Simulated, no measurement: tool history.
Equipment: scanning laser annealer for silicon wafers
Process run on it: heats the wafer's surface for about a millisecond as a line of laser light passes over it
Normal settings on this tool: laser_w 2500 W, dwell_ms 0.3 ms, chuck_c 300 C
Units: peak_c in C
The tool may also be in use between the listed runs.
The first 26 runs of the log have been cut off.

run	hour	laser_w	dwell_ms	chuck_c	peak_c
27	225.2	2306	0.3	282	944
28	232.4	2500	0.3	335	1058
29	237.7	2500	0.3	310	1032
30	243.5	2741	0.22	301	997
31	253.3	2564	0.298	297	1039
32	258.6	2174	0.242	269	833
33	265.1	2174	0.242	269	834
34	272.5	2500	0.289	300	1008
35	280.4	2500	0.3	272	992
36	292.4	2502	0.274	334	1029
37	301.7	2502	0.274	334	1030
38	309.7	2500	0.3	297	1019
39	321.8	2500	0.3	314	1037
40	331.3	2500	0.222	302	932

Here are 5 independent what-if runs from the current tool condition. What would each one return?
A	343.3	2500	0.304	300	?
B	343.3	2404	0.242	337	?
C	343.3	2487	0.377	284	?
D	343.3	2644	0.223	279	?
E	343.3	2139	0.347	300	?

run	peak_c
A	1029
B	965
C	1081
D	950
E	950
Take away the tool's hidden state, keep each run's random variation, and the runs would have read:
run	peak_c
A	1030
B	965
C	1081
D	951
E	951

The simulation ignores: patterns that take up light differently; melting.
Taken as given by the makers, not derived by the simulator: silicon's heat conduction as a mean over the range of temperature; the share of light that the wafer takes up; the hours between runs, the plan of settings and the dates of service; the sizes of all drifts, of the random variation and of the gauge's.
